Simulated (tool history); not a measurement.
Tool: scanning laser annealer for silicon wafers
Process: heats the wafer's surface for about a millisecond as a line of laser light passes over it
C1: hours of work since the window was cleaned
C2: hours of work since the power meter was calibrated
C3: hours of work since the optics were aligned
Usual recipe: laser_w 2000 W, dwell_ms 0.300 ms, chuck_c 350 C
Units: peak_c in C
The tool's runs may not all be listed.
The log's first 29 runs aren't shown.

Run 30, hour 707.4: usual settings but laser_w 1890 W, chuck_c 368 C; C1 756; C2 1153; C3 1025. Result: peak_c 1089 C.
Run 31, hour 730.6: usual settings but laser_w 1890 W, chuck_c 368 C; C1 771; C2 1168; C3 1039. Result: peak_c 1087 C.
Run 32, hour 754.6: usual settings but laser_w 1890 W, chuck_c 368 C; C1 786; C2 1183; C3 1055. Result: peak_c 1085 C.
Run 33, hour 789.5: usual settings but dwell_ms 0.276 ms, chuck_c 388 C; C1 808; C2 1205; C3 1077. Result: peak_c 1126 C.
Run 34, hour 821.9: usual settings but dwell_ms 0.276 ms, chuck_c 388 C; C1 829; C2 1225; C3 1097. Result: peak_c 1122 C.
Run 35, hour 842.2: usual settings but dwell_ms 0.276 ms, chuck_c 388 C; C1 841; C2 1238; C3 1110. Result: peak_c 1124 C.
Run 36, hour 857.1: usual settings but dwell_ms 0.276 ms, chuck_c 388 C; C1 851; C2 1248; C3 1120. Result: peak_c 1119 C.
Run 37, hour 879.7: usual settings but laser_w 1774 W, dwell_ms 0.322 ms, chuck_c 328 C; C1 865; C2 1262; C3 1134. Result: peak_c 1016 C.
Run 38, hour 905.6: usual settings but laser_w 1774 W, dwell_ms 0.322 ms, chuck_c 328 C; C1 882; C2 1278; C3 1150. Result: peak_c 1015 C.
Run 39, hour 924.2: usual settings but laser_w 2182 W, dwell_ms 0.232 ms, chuck_c 328 C; C1 893; C2 1290; C3 1162. Result: peak_c 1073 C.
At hour 937.9: window over the wafer cleaned.
Run 40, hour 953.3: usual settings but laser_w 2182 W, dwell_ms 0.232 ms, chuck_c 328 C; C1 10; C2 1307; C3 1179. Result: peak_c 1119 C.

Below are 5 alternative next runs, each starting from the tool's condition after run 40. Predict each:
Run A, hour 979.4: usual settings but laser_w 1885 W; C1 26; C2 1324; C3 1196. Result: peak_c ?.
Run B, hour 979.4: usual settings but laser_w 2051 W, dwell_ms 0.261 ms, chuck_c 371 C; C1 26; C2 1324; C3 1196. Result: peak_c ?.
Run C, hour 979.4: usual settings but laser_w 1769 W, dwell_ms 0.232 ms, chuck_c 328 C; C1 26; C2 1324; C3 1196. Result: peak_c ?.
Run D, hour 979.4: usual settings but laser_w 2057 W, dwell_ms 0.239 ms, chuck_c 328 C; C1 26; C2 1324; C3 1196. Result: peak_c ?.
Run E, hour 979.4: usual settings but laser_w 2182 W, dwell_ms 0.232 ms, chuck_c 330 C; C1 26; C2 1324; C3 1196. Result: peak_c ?.

run  peak_c
  A    1098
  B    1152
  C     958
  D    1079
  E    1123
Stripped of hidden state, with their random variation kept, the same runs would have yielded:
run  peak_c
  A    1109
  B    1163
  C     966
  D    1089
  E    1134
